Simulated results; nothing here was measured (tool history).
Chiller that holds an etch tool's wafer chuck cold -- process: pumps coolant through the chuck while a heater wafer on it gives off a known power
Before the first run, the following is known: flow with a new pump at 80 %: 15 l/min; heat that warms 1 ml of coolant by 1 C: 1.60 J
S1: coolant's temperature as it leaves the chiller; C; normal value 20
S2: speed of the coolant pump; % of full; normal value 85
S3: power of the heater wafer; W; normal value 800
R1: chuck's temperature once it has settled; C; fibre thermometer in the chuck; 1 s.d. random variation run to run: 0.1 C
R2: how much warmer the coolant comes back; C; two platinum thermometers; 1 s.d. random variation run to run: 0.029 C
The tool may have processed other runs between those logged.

Run 1, day 0.000: usual settings. Result: R1 27.0 C, R2 1.84 C.
Run 2, day 1.571: usual settings. Result: R1 27.2 C, R2 1.84 C.
Run 3, day 2.467: usual settings. Result: R1 27.2 C, R2 1.82 C.
Run 4, day 3.917: usual settings but S1 22 C. Result: R1 29.1 C, R2 1.81 C.
Run 5, day 4.871: usual settings but S1 22 C. Result: R1 29.1 C, R2 1.81 C.
Run 6, day 6.225: usual settings but S1 22 C. Result: R1 29.3 C, R2 1.81 C.
At day 7.575: chiller's thermometer calibrated.
Run 7, day 8.042: usual settings but S1 22 C, S2 74 % of full. Result: R1 29.6 C, R2 2.11 C.
Run 8, day 9.346: usual settings. Result: R1 27.2 C, R2 1.84 C.
Run 9, day 10.542: usual settings. Result: R1 27.3 C, R2 1.77 C.
Run 10, day 12.325: usual settings. Result: R1 27.2 C, R2 1.81 C.
Run 11, day 13.175: usual settings. Result: R1 27.2 C, R2 1.79 C.
Run 12, day 14.400: usual settings but S1 23 C. Result: R1 30.1 C, R2 1.77 C.
Run 13, day 15.571: usual settings but S1 23 C. Result: R1 30.2 C, R2 1.77 C.
Run 14, day 16.871: usual settings but S1 23 C, S3 462 W. Result: R1 27.2 C, R2 0.92 C.
Run 15, day 18.096: usual settings but S2 80 % of full. Result: R1 27.3 C, R2 1.90 C.
Run 16, day 18.950: usual settings but S2 80 % of full. Result: R1 27.5 C, R2 1.86 C.
Run 17, day 20.542: usual settings but S1 29 C, S2 87 % of full, S3 418 W. Result: R1 32.8 C, R2 0.81 C.
Run 18, day 21.846: usual settings but S1 29 C, S2 87 % of full, S3 418 W. Result: R1 32.7 C, R2 0.84 C.
Run 19, day 23.638: usual settings but S1 10 C, S2 98 % of full, S3 868 W. Result: R1 17.3 C, R2 1.57 C.
Run 20, day 24.725: usual settings but S1 17 C, S2 68 % of full, S3 1087 W. Result: R1 27.8 C, R2 3.02 C.
Run 21, day 25.983: usual settings but S1 12 C, S2 79 % of full, S3 974 W. Result: R1 21.1 C, R2 2.30 C.
Run 22, day 26.962: usual settings but S1 12 C, S2 98 % of full, S3 733 W. Result: R1 18.1 C, R2 1.31 C.
Run 23, day 27.833: usual settings but S1 12 C, S2 98 % of full, S3 733 W. Result: R1 18.1 C, R2 1.29 C.
Run 24, day 29.246: usual settings but S1 12 C, S2 98 % of full, S3 733 W. Result: R1 18.0 C, R2 1.23 C.
Run 25, day 30.904: usual settings but S1 12 C, S2 98 % of full, S3 733 W. Result: R1 18.0 C, R2 1.27 C.
Run 26, day 32.121: usual settings but S1 22 C, S2 72 % of full, S3 430 W. Result: R1 26.1 C, R2 0.93 C.
Run 27, day 34.054: usual settings but S1 19 C, S2 62 % of full. Result: R1 27.5 C, R2 2.39 C.
Run 28, day 35.042: usual settings but S1 10 C, S2 74 % of full. Result: R1 17.8 C, R2 1.90 C.
Run 29, day 36.362: usual settings but S1 10 C, S2 74 % of full. Result: R1 17.8 C, R2 1.90 C.
Run 30, day 38.158: usual settings but S1 10 C, S2 74 % of full. Result: R1 17.7 C, R2 1.91 C.
Run 31, day 39.412: usual settings but S1 10 C, S2 74 % of full. Result: R1 17.8 C, R2 1.86 C.

4 options for the next run, each taken on its own from the tool as it stands now. Forecast them:
Run A, day 41.250: usual settings but S1 10 C, S2 97 % of full. Result: R1 ?, R2 ?.
Run B, day 41.250: usual settings but S1 21 C, S3 794 W. Result: R1 ?, R2 ?.
Run C, day 41.250: usual settings but S1 14 C, S2 67 % of full, S3 486 W. Result: R1 ?, R2 ?.
Run D, day 41.250: usual settings but S1 22 C, S2 63 % of full. Result: R1 ?, R2 ?.

run    R1    R2
  A  16.8  1.33
  B  28.2  1.52
  C  19.2  1.15
  D  30.5  2.22
Without the tool's unlogged condition, the same runs would have read:
run    R1    R2
  A  16.8  1.63
  B  28.1  1.81
  C  19.2  1.45
  D  30.5  2.51

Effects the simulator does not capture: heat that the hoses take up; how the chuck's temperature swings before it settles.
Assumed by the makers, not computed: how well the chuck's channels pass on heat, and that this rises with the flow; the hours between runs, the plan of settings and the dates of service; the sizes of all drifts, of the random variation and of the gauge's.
